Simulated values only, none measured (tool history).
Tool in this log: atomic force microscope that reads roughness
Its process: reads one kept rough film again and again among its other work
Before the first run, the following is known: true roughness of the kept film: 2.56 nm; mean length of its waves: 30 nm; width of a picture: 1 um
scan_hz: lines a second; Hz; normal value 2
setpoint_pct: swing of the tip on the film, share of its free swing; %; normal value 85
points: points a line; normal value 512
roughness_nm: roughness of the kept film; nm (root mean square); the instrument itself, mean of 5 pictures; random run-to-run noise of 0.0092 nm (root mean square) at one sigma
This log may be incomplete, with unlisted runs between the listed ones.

run,hour,scan_hz,setpoint_pct,points,roughness_nm
1,0,2,85,512,1.826
# hour 13.2: new tip fitted
2,44.5,2,85,512,1.895
# hour 65.4: new tip fitted
3,92.8,2,85,333,1.94
# hour 117.7: new tip fitted
4,152.7,2,85,333,1.875
# hour 172.8: new tip fitted
5,208.4,2,57,512,2.098
# hour 229.5: new tip fitted
6,269.3,2,57,512,2.127
# hour 281.3: new tip fitted
7,310.6,2,57,512,2.121
# hour 336.6: new tip fitted
8,350.9,2,85,587,2.014
# hour 391.5: new tip fitted
# hour 411.7: height scale calibrated on a step standard
9,413.1,2,85,587,1.938
# hour 447.7: new tip fitted
10,462.2,2,85,587,1.933
# hour 504.8: new tip fitted
11,529.6,2,85,512,1.932
# hour 559.7: new tip fitted
12,605.3,2,85,512,1.812
# hour 615.9: new tip fitted
13,653,2,85,512,1.835
# hour 672.7: new tip fitted
14,692.2,2,85,512,1.926
# hour 727.1: new tip fitted
15,771,0.89,73,347,2.008
# hour 782.2: new tip fitted
# hour 837: new tip fitted
16,837,0.7,67,335,2.319
17,871,2.38,81,550,1.872
# hour 889: new tip fitted
18,937.1,2.38,81,550,1.784
# hour 945.4: new tip fitted
19,972.7,1.69,67,550,2.093
# hour 998.3: new tip fitted
20,1019.2,2,78,265,1.99
# hour 1051.2: new tip fitted
21,1094.6,2,85,450,1.842
# hour 1103.4: new tip fitted
22,1130.4,2.6,85,450,1.808

Run 23, settings as shown, results not yet in. Your forecast:
# hour 1159.3: new tip fitted
23,1204.8,3.28,65,512,?

{"run 23": {"roughness_nm": 1.945}}
The same run, on a tool lacking any hidden state, would have yielded roughness_nm 2.182 nm (root mean square).
